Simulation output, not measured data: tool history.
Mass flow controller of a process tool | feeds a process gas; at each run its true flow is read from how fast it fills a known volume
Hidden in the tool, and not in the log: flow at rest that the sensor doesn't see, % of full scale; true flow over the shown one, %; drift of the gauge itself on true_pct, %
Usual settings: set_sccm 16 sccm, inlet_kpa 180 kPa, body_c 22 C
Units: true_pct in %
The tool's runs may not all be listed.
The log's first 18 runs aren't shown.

run,hour,set_sccm,inlet_kpa,body_c,hours of work since the controller was set to zero,hours of work since the controller was changed,true_pct
19,1567.2,2,166,29,1451,1451,98.75
20,1634.2,16,180,38,1480,1480,98.36
21,1719.3,5,180,23,1518,1518,99.55
22,1778.2,5,180,23,1544,1544,99.46
23,1889.6,4,150,33,1593,1593,98.57
24,1943.9,4,150,30,1617,1617,98.77
25,2023.5,3,180,22,1652,1652,99.44
26,2077.3,8,180,29,1676,1676,98.97
27,2183.6,5,204,29,1723,1723,98.72
28,2268.3,3,204,29,1760,1760,98.58
29,2346.6,11,180,35,1795,1795,98.52
30,2423,17,180,35,1828,1828,98.8
31,2479.5,17,180,35,1853,1853,98.7
32,2588.7,16,254,22,1902,1902,99.75
33,2700.1,16,155,22,1951,1951,100.38

Forecast each of these 5 alternatives for the next run:
A,2811.8,5,155,25,2000,2000,?
B,2811.8,3,224,21,2000,2000,?
C,2811.8,16,155,26,2000,2000,?
D,2811.8,16,155,21,2000,2000,?
E,2811.8,14,156,39,2000,2000,?

run,true_pct
A,99.41
B,99.34
C,99.87
D,100.51
E,98.5
Without the tool's hidden state the same runs would have given:
run,true_pct
A,99.41
B,99.34
C,99.87
D,100.51
E,98.5
